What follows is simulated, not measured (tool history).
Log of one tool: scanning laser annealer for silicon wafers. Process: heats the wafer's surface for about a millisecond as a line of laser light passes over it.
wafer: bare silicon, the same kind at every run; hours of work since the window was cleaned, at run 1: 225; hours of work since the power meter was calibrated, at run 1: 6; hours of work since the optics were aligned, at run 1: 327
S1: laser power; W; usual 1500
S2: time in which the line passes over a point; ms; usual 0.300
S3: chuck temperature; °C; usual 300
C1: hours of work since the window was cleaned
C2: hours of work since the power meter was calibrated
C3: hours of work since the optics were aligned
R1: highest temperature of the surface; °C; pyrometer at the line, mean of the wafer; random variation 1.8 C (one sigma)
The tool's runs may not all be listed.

run	day	S1	S2	S3	C1	C2	C3	R1
1	0.000	1500	0.300	300	225	6	327	1053
2	0.442	1500	0.320	300	233	13	335	1081
3	1.029	1500	0.320	300	243	24	345	1078
4	1.625	1310	0.300	300	253	34	355	934
5	2.075	1500	0.300	300	261	42	363	1049
# day 2.317: optics aligned, line set to its width
6	2.783	1500	0.300	300	270	50	8	1050
7	3.383	1500	0.300	300	280	61	18	1049
8	3.879	1500	0.300	300	289	69	27	1044
9	4.421	1500	0.300	300	298	79	36	1047
10	4.838	1500	0.300	300	305	86	44	1046
# day 5.296: optics aligned, line set to its width, once more
11	5.462	1500	0.300	336	312	93	3	1094
12	5.892	1284	0.320	308	320	101	10	947
13	6.346	1284	0.320	308	328	109	18	951

Forecast each of these 5 alternatives for the next run:
A	6.658	1346	0.245	273	333	114	24	?
B	6.658	1284	0.274	308	333	114	24	?
C	6.658	1528	0.320	329	333	114	24	?
D	6.658	1500	0.283	320	333	114	24	?
E	6.658	1284	0.253	263	333	114	24	?

run	R1
A	867
B	900
C	1129
D	1057
E	834
Without the tool's hidden state the same runs would have given:
run	R1
A	876
B	908
C	1140
D	1068
E	842
